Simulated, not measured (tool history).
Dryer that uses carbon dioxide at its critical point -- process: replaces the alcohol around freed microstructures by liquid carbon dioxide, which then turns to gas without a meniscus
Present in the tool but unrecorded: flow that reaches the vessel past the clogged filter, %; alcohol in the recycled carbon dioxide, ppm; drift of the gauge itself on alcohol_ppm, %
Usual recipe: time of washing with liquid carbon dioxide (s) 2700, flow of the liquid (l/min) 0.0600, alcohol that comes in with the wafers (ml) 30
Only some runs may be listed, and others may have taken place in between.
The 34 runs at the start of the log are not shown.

| run | hour | time of washing with liquid carbon dioxide (s) | flow of the liquid (l/min) | alcohol that comes in with the wafers (ml) | hours of work since the filter was changed | hours of work since the purifier's bed was changed | alcohol left in the vessel before it's heated (ppm by volume) |
|---|---|---|---|---|---|---|---|
| 35 | 341.2 | 4080 | 0.0570 | 108 | 381 | 564 | 1431 |
| 36 | 351.2 | 4080 | 0.0570 | 108 | 388 | 571 | 1433 |
| 37 | 357.7 | 4080 | 0.0570 | 33 | 392 | 576 | 482 |
| 38 | 364.7 | 1920 | 0.0561 | 53 | 397 | 581 | 10236 |
| 39 | 374.7 | 2700 | 0.0600 | 21 | 405 | 588 | 1291 |
| 40 | 381.3 | 2700 | 0.0921 | 43 | 409 | 593 | 409 |
| 41 | 390.5 | 4080 | 0.0921 | 66 | 416 | 599 | 84 |
| 42 | 397.1 | 2700 | 0.0453 | 75 | 420 | 604 | 11099 |
| 43 | 405.2 | 2700 | 0.0453 | 75 | 426 | 610 | 11562 |

Consider 3 possible next runs. They are alternatives, not a sequence: every one starts from the tool as it was left by run 43. What does each give?
| A | 418.1 | 2700 | 0.0453 | 21 | 435 | 619 | ? |
| B | 418.1 | 2340 | 0.0759 | 36 | 435 | 619 | ? |
| C | 418.1 | 2820 | 0.0453 | 20 | 435 | 619 | ? |

| run | alcohol left in the vessel before it's heated (ppm by volume) |
|---|---|
| A | 3160 |
| B | 1598 |
| C | 2781 |
Take away the tool's hidden state, keep each run's random variation, and the runs would have read:
| run | alcohol left in the vessel before it's heated (ppm by volume) |
|---|---|
| A | 1991 |
| B | 797 |
| C | 1714 |
